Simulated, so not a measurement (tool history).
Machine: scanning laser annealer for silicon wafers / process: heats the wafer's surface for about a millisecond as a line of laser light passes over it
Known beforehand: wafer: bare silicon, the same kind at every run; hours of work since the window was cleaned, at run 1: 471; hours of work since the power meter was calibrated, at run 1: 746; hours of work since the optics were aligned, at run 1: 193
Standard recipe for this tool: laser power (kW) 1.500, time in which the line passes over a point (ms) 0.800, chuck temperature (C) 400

run	hour	laser power (kW)	time in which the line passes over a point (ms)	chuck temperature (C)	hours of work since the window was cleaned	hours of work since the power meter was calibrated	hours of work since the optics were aligned	highest temperature of the surface (C)
1	0.0	1.500	0.800	400	471	746	193	1151
# hour 24.8: window over the wafer cleaned
2	30.1	1.500	0.800	400	3	763	209	1170
3	50.2	1.500	0.800	400	15	775	221	1173
4	69.6	1.500	0.800	400	27	786	233	1167
5	90.9	1.500	0.800	400	39	799	245	1169
6	122.3	1.500	0.800	400	58	817	264	1169
7	155.4	1.500	0.800	400	78	837	284	1168
8	184.6	1.343	0.567	379	95	854	301	929
9	213.5	1.364	0.808	431	112	871	318	1119
10	231.7	1.563	0.800	400	123	882	329	1201
11	265.3	1.563	0.800	400	143	902	349	1198
12	291.3	1.563	0.800	400	158	918	364	1200

Some steps in highest temperature of the surface (C), run to run, broken into two amounts with sign: the step expected even without the hidden condition (settings, incoming material, random variation), and the rest, left for the hidden condition together with whatever gauge scatter is not in both the measured and the hidden-condition-free result:
The tool's hidden condition here consists of: light that passes the window, % of a clean one's; laser's true power over the reading, %; width of the line over the set one, %; drift of the gauge itself on peak_c, C.
Run 1 -> 2: window over the wafer cleaned. highest temperature of the surface (C) +19: hidden state +17, all else +2.
Run 7 -> 8: laser power (kW) 1.500 -> 1.343, time in which the line passes over a point (ms) 0.800 -> 0.567, chuck temperature (C) 400 -> 379. highest temperature of the surface (C) -239: hidden state +2, all else -241.
